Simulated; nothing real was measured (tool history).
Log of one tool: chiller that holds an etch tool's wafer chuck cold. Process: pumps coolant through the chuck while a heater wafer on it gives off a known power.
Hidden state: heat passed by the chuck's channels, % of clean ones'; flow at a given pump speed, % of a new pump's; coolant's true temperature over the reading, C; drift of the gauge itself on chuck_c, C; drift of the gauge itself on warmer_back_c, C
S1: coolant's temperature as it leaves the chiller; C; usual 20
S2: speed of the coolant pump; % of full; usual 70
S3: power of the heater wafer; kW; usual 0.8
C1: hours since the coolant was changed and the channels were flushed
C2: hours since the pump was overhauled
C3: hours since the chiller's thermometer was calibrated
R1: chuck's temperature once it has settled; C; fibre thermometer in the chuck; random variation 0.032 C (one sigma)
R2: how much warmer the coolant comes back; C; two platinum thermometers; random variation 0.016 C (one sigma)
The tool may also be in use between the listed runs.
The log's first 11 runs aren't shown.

run	day	S1	S2	S3	C1	C2	C3	R1	R2
12	44.55	20	70	0.8	7911	5637	3187	27.1	3.77
13	47.525	20	70	0.8	7983	5708	3258	27.14	3.77
14	51.45	15	70	0.8	8077	5803	3353	22.11	3.78
15	56.358	20	70	0.901	8195	5920	3470	28.01	4.23
16	58.825	20	70	0.901	8254	5980	3530	28.1	4.26
17	62.592	21	66	0.409	8344	6070	3620	24.61	2.04
# day 65.8: chiller's thermometer calibrated
18	65.908	13	70	0.524	8423	6149	3	17.84	2.46
19	68.812	22	70	0.769	8493	6218	72	29.09	3.61
20	71.425	20	75	0.8	8555	6281	135	26.98	3.53
21	75.658	20	75	0.8	8657	6383	237	27.02	3.56
22	80.408	24	66	1.131	8771	6497	351	34.83	5.69
23	83.579	17	70	0.8	8847	6573	427	24.34	3.79
24	86.183	20	71	0.8	8910	6635	489	27.32	3.75
25	91.271	20	71	0.8	9032	6757	611	27.28	3.75
26	94.779	20	71	0.8	9116	6842	696	27.27	3.74
27	97.408	11	90	0.467	9179	6905	759	14.57	1.72
28	101.392	11	90	0.467	9275	7000	854	14.59	1.72
29	104.558	12	72	0.823	9351	7076	930	19.45	3.8
30	106.933	23	80	0.488	9408	7133	987	27.08	2.04
31	111.367	11	63	0.8	9514	7240	1094	18.85	4.24

5 ways to go on from here, each from the tool as it stands after run 31. What would each give?
A	114.917	11	72	0.528	9599	7325	1179	?	?
B	114.917	20	99	1.041	9599	7325	1179	?	?
C	114.917	20	70	0.8	9599	7325	1179	?	?
D	114.917	11	77	0.8	9599	7325	1179	?	?
E	114.917	11	63	0.8	9599	7325	1179	?	?

run	R1	R2
A	15.7	2.44
B	27.72	3.54
C	27.39	3.85
D	17.91	3.46
E	18.86	4.24
Without the tool's hidden state the same runs would have given:
run	R1	R2
A	15.25	2.31
B	26.9	3.36
C	26.64	3.65
D	17.2	3.28
E	18.05	4.02
